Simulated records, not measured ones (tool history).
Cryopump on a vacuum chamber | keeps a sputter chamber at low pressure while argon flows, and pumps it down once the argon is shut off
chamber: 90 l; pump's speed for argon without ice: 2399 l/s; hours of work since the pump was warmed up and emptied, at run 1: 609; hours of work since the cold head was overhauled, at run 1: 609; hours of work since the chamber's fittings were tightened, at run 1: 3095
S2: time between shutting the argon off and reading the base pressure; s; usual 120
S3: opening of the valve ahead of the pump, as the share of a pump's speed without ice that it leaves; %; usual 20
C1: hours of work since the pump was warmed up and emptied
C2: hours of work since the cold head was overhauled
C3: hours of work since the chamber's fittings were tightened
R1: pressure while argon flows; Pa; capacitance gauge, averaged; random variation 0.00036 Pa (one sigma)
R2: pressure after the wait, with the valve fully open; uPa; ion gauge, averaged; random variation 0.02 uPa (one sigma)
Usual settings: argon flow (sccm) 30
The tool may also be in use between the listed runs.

run 1 hour=0.0 | argon_flow_(sccm)=30 S2=120 S3=20 | C1=609 C2=609 C3=3095 | R1=0.1081 R2=1.58
run 2 hour=22.6 | argon_flow_(sccm)=35 S2=120 S3=20 | C1=626 C2=626 C3=3111 | R1=0.1262 R2=1.56
run 3 hour=38.3 | argon_flow_(sccm)=35 S2=108 S3=20 | C1=637 C2=637 C3=3123 | R1=0.1254 R2=1.64
run 4 hour=69.1 | argon_flow_(sccm)=30 S2=120 S3=20 | C1=659 C2=659 C3=3145 | R1=0.1074 R2=1.65
run 5 hour=93.3 | argon_flow_(sccm)=15 S2=120 S3=20 | C1=676 C2=676 C3=3162 | R1=0.0540 R2=1.60
run 6 hour=119.4 | argon_flow_(sccm)=15 S2=120 S3=20 | C1=695 C2=695 C3=3181 | R1=0.0536 R2=1.60
run 7 hour=144.9 | argon_flow_(sccm)=15 S2=120 S3=20 | C1=714 C2=714 C3=3199 | R1=0.0542 R2=1.67
run 8 hour=158.5 | argon_flow_(sccm)=15 S2=120 S3=20 | C1=723 C2=723 C3=3209 | R1=0.0540 R2=1.68
run 9 hour=190.1 | argon_flow_(sccm)=30 S2=120 S3=20 | C1=746 C2=746 C3=3232 | R1=0.1089 R2=1.70
run 10 hour=212.2 | argon_flow_(sccm)=31 S2=134 S3=20 | C1=762 C2=762 C3=3248 | R1=0.1124 R2=1.71
run 11 hour=234.4 | argon_flow_(sccm)=32 S2=39 S3=20 | C1=778 C2=778 C3=3264 | R1=0.1151 R2=1.99
run 12 hour=261.8 | argon_flow_(sccm)=33 S2=47 S3=50 | C1=798 C2=798 C3=3284 | R1=0.0496 R2=1.98
run 13 hour=291.1 | argon_flow_(sccm)=30 S2=121 S3=24 | C1=819 C2=819 C3=3305 | R1=0.0913 R2=1.72
run 14 hour=318.5 | argon_flow_(sccm)=30 S2=27 S3=21 | C1=839 C2=839 C3=3324 | R1=0.1036 R2=2.21
run 15 hour=334.6 | argon_flow_(sccm)=42 S2=27 S3=44 | C1=850 C2=850 C3=3336 | R1=0.0715 R2=2.25
run 16 hour=361.2 | argon_flow_(sccm)=24 S2=201 S3=24 | C1=869 C2=869 C3=3355 | R1=0.0727 R2=1.69
run 17 hour=386.0 | argon_flow_(sccm)=24 S2=201 S3=24 | C1=887 C2=887 C3=3373 | R1=0.0732 R2=1.72
run 18 hour=399.7 | argon_flow_(sccm)=16 S2=76 S3=16 | C1=897 C2=897 C3=3383 | R1=0.0720 R2=1.85

Forecast each of these 5 alternatives for the next run:
run A hour=415.7 | argon_flow_(sccm)=44 S2=174 S3=17 | C1=909 C2=909 C3=3394 | R1=? R2=?
run B hour=415.7 | argon_flow_(sccm)=16 S2=98 S3=52 | C1=909 C2=909 C3=3394 | R1=? R2=?
run C hour=415.7 | argon_flow_(sccm)=16 S2=70 S3=16 | C1=909 C2=909 C3=3394 | R1=? R2=?
run D hour=415.7 | argon_flow_(sccm)=16 S2=41 S3=22 | C1=909 C2=909 C3=3394 | R1=? R2=?
run E hour=415.7 | argon_flow_(sccm)=36 S2=123 S3=37 | C1=909 C2=909 C3=3394 | R1=? R2=?

run=A R1=0.1872 R2=1.71
run=B R1=0.0238 R2=1.79
run=C R1=0.0718 R2=1.90
run=D R1=0.0530 R2=2.02
run=E R1=0.0727 R2=1.79
Without the tool's hidden state the same runs would have given:
run=A R1=0.1824 R2=0.23
run=B R1=0.0221 R2=0.28
run=C R1=0.0701 R2=0.37
run=D R1=0.0513 R2=0.53
run=E R1=0.0688 R2=0.27
